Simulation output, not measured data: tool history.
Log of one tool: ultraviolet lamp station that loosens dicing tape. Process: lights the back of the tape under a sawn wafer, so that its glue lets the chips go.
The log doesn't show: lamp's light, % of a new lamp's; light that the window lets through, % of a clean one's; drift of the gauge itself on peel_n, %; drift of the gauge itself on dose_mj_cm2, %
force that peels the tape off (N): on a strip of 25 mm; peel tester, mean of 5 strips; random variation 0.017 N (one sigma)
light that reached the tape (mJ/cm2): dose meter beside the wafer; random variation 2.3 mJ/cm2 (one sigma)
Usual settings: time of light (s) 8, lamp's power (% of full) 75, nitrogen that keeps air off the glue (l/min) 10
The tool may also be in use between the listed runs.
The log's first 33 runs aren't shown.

run	hour	time of light (s)	lamp's power (% of full)	nitrogen that keeps air off the glue (l/min)	hours of work of the lamp	hours of work since the window was cleaned	force that peels the tape off (N)	light that reached the tape (mJ/cm2)
34	397.4	6	65	7	552	46	2.353	127
35	411.5	6	67	5	562	56	2.511	136
36	429.1	6	79	17	573	68	1.214	154
37	440.9	15	75	5	581	76	0.464	365
38	454.3	13	75	5	591	85	0.643	313
39	463.4	13	83	5	597	91	0.49	350
40	475.9	13	83	5	605	99	0.505	347
41	485.4	13	83	5	611	106	0.512	351
42	492.9	13	83	5	617	111	0.537	343
43	503.5	13	83	5	624	118	0.521	347

Forecast each of these 3 alternatives for the next run:
A	513.9	15	81	4	631	125	?	?
B	513.9	7	75	10	631	125	?	?
C	513.9	12	73	7	631	125	?	?

run	force that peels the tape off (N)	light that reached the tape (mJ/cm2)
A	0.465	392
B	1.361	168
C	0.632	281
Without the tool's hidden state the same runs would have given:
run	force that peels the tape off (N)	light that reached the tape (mJ/cm2)
A	0.307	456
B	1.04	195
C	0.437	327
